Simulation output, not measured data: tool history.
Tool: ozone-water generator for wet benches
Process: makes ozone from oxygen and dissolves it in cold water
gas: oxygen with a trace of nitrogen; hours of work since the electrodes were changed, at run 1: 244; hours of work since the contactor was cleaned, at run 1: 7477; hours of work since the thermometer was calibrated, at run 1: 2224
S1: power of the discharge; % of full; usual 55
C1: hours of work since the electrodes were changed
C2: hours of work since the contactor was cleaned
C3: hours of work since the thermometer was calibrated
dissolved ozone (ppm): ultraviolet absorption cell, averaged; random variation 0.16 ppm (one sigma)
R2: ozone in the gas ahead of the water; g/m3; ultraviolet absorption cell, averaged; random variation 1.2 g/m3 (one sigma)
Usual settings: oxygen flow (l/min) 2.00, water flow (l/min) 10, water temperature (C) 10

{"run": 1, "day": 0.0, "S1": 55, "oxygen flow (l/min)": 2.0, "water flow (l/min)": 10, "water temperature (C)": 10, "C1": 244, "C2": 7477, "C3": 2224, "dissolved ozone (ppm)": 20.2, "R2": 220.7}
{"run": 2, "day": 1.371, "S1": 55, "oxygen flow (l/min)": 2.0, "water flow (l/min)": 10, "water temperature (C)": 10, "C1": 274, "C2": 7507, "C3": 2254, "dissolved ozone (ppm)": 20.2, "R2": 222.2}
{"run": 3, "day": 2.617, "S1": 55, "oxygen flow (l/min)": 2.0, "water flow (l/min)": 10, "water temperature (C)": 10, "C1": 301, "C2": 7534, "C3": 2281, "dissolved ozone (ppm)": 20.4, "R2": 222.5}
{"run": 4, "day": 4.004, "S1": 55, "oxygen flow (l/min)": 2.0, "water flow (l/min)": 10, "water temperature (C)": 10, "C1": 331, "C2": 7565, "C3": 2311, "dissolved ozone (ppm)": 20.3, "R2": 221.6}
{"run": 5, "day": 4.971, "S1": 55, "oxygen flow (l/min)": 2.0, "water flow (l/min)": 10, "water temperature (C)": 10, "C1": 352, "C2": 7586, "C3": 2332, "dissolved ozone (ppm)": 20.3, "R2": 222.2}
{"run": 6, "day": 6.112, "S1": 55, "oxygen flow (l/min)": 2.0, "water flow (l/min)": 10, "water temperature (C)": 10, "C1": 377, "C2": 7610, "C3": 2357, "dissolved ozone (ppm)": 20.2, "R2": 221.8}
{"run": 7, "day": 7.333, "S1": 55, "oxygen flow (l/min)": 2.0, "water flow (l/min)": 10, "water temperature (C)": 10, "C1": 404, "C2": 7637, "C3": 2384, "dissolved ozone (ppm)": 20.0, "R2": 219.8}
{"run": 8, "day": 8.392, "S1": 55, "oxygen flow (l/min)": 2.0, "water flow (l/min)": 10, "water temperature (C)": 10, "C1": 427, "C2": 7660, "C3": 2407, "dissolved ozone (ppm)": 20.5, "R2": 224.3}
{"run": 9, "day": 9.746, "S1": 55, "oxygen flow (l/min)": 2.0, "water flow (l/min)": 10, "water temperature (C)": 10, "C1": 457, "C2": 7690, "C3": 2436, "dissolved ozone (ppm)": 20.5, "R2": 222.1}
{"run": 10, "day": 10.304, "S1": 55, "oxygen flow (l/min)": 2.0, "water flow (l/min)": 10, "water temperature (C)": 10, "C1": 469, "C2": 7702, "C3": 2449, "dissolved ozone (ppm)": 20.6, "R2": 225.0}
{"run": 11, "day": 11.108, "S1": 55, "oxygen flow (l/min)": 2.0, "water flow (l/min)": 10, "water temperature (C)": 10, "C1": 486, "C2": 7719, "C3": 2466, "dissolved ozone (ppm)": 20.2, "R2": 222.2}
{"run": 12, "day": 11.958, "S1": 55, "oxygen flow (l/min)": 2.0, "water flow (l/min)": 10, "water temperature (C)": 10, "C1": 505, "C2": 7738, "C3": 2485, "dissolved ozone (ppm)": 20.2, "R2": 225.0}
{"run": 13, "day": 13.0, "S1": 55, "oxygen flow (l/min)": 2.34, "water flow (l/min)": 10, "water temperature (C)": 6, "C1": 527, "C2": 7761, "C3": 2507, "dissolved ozone (ppm)": 21.2, "R2": 201.5}
{"run": 14, "day": 13.654, "S1": 55, "oxygen flow (l/min)": 3.5, "water flow (l/min)": 10, "water temperature (C)": 15, "C1": 542, "C2": 7775, "C3": 2522, "dissolved ozone (ppm)": 18.3, "R2": 152.5}
{"run": 15, "day": 14.833, "S1": 100, "oxygen flow (l/min)": 1.52, "water flow (l/min)": 9, "water temperature (C)": 11, "C1": 567, "C2": 7801, "C3": 2547, "dissolved ozone (ppm)": 33.0, "R2": 408.2}
{"run": 16, "day": 15.942, "S1": 55, "oxygen flow (l/min)": 2.0, "water flow (l/min)": 10, "water temperature (C)": 12, "C1": 592, "C2": 7825, "C3": 2572, "dissolved ozone (ppm)": 19.9, "R2": 223.3}
{"run": 17, "day": 17.021, "S1": 55, "oxygen flow (l/min)": 2.0, "water flow (l/min)": 10, "water temperature (C)": 16, "C1": 615, "C2": 7848, "C3": 2595, "dissolved ozone (ppm)": 18.9, "R2": 221.7}
{"run": 18, "day": 17.633, "S1": 65, "oxygen flow (l/min)": 1.37, "water flow (l/min)": 10, "water temperature (C)": 10, "C1": 629, "C2": 7862, "C3": 2608, "dissolved ozone (ppm)": 22.3, "R2": 327.3}
{"run": 19, "day": 18.5, "S1": 65, "oxygen flow (l/min)": 1.37, "water flow (l/min)": 10, "water temperature (C)": 10, "C1": 647, "C2": 7881, "C3": 2627, "dissolved ozone (ppm)": 22.7, "R2": 324.5}
{"run": 20, "day": 19.883, "S1": 65, "oxygen flow (l/min)": 1.37, "water flow (l/min)": 10, "water temperature (C)": 10, "C1": 678, "C2": 7911, "C3": 2657, "dissolved ozone (ppm)": 22.4, "R2": 321.4}
{"run": 21, "day": 20.912, "S1": 93, "oxygen flow (l/min)": 2.0, "water flow (l/min)": 10, "water temperature (C)": 8, "C1": 700, "C2": 7933, "C3": 2680, "dissolved ozone (ppm)": 30.0, "R2": 321.1}

3 ways to go on from here, each from the tool as it stands after run 21. What would each give?
{"run": "A", "day": 22.183, "S1": 55, "oxygen flow (l/min)": 1.49, "water flow (l/min)": 10, "water temperature (C)": 11, "C1": 728, "C2": 7961, "C3": 2708, "dissolved ozone (ppm)": "?", "R2": "?"}
{"run": "B", "day": 22.183, "S1": 79, "oxygen flow (l/min)": 3.25, "water flow (l/min)": 10, "water temperature (C)": 8, "C1": 728, "C2": 7961, "C3": 2708, "dissolved ozone (ppm)": "?", "R2": "?"}
{"run": "C", "day": 22.183, "S1": 77, "oxygen flow (l/min)": 2.0, "water flow (l/min)": 15, "water temperature (C)": 14, "C1": 728, "C2": 7961, "C3": 2708, "dissolved ozone (ppm)": "?", "R2": "?"}

run=A dissolved_ozone_(ppm)=19.8 R2=272.6
run=B dissolved_ozone_(ppm)=25.9 R2=206.8
run=C dissolved_ozone_(ppm)=16.6 R2=280.8
Without the tool's hidden state the same runs would have given:
run=A dissolved_ozone_(ppm)=19.8 R2=272.6
run=B dissolved_ozone_(ppm)=25.9 R2=206.8
run=C dissolved_ozone_(ppm)=16.6 R2=280.8
